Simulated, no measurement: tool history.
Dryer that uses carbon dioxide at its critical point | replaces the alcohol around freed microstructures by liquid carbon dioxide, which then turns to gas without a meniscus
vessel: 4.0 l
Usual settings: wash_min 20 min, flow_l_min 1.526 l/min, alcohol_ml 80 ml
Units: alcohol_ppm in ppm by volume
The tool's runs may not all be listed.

run	hour	wash_min	flow_l_min	alcohol_ml	alcohol_ppm
1	0.0	20	1.526	80	74
2	16.3	20	1.526	80	90
3	39.6	20	1.526	80	81
4	54.0	20	1.526	69	92
5	64.9	20	1.526	69	87
6	82.5	20	1.526	69	93
7	98.0	20	1.526	69	91
8	117.9	16	1.526	69	200
9	138.8	16	1.526	69	210
# hour 157.1: inlet filter changed
10	163.4	16	1.526	69	130
11	182.9	16	0.980	69	612
12	200.7	23	1.560	69	65
13	219.8	16	1.960	30	62
14	240.7	20	1.526	30	65
15	263.3	20	1.526	26	74
16	287.3	20	1.526	26	73
17	307.1	21	1.900	58	78
18	329.3	21	1.900	58	76
19	354.3	21	1.900	58	81
20	371.2	21	1.900	58	82
21	394.0	18	1.900	34	97
22	408.5	18	1.900	34	90

3 ways to go on from here, each from the tool as it stands after run 22. What would each give?
A	429.9	18	2.030	26	?
B	429.9	25	1.900	34	?
C	429.9	26	1.990	69	?

run	alcohol_ppm
A	93
B	98
C	84
Without the tool's hidden state the same runs would have given:
run	alcohol_ppm
A	9
B	11
C	0
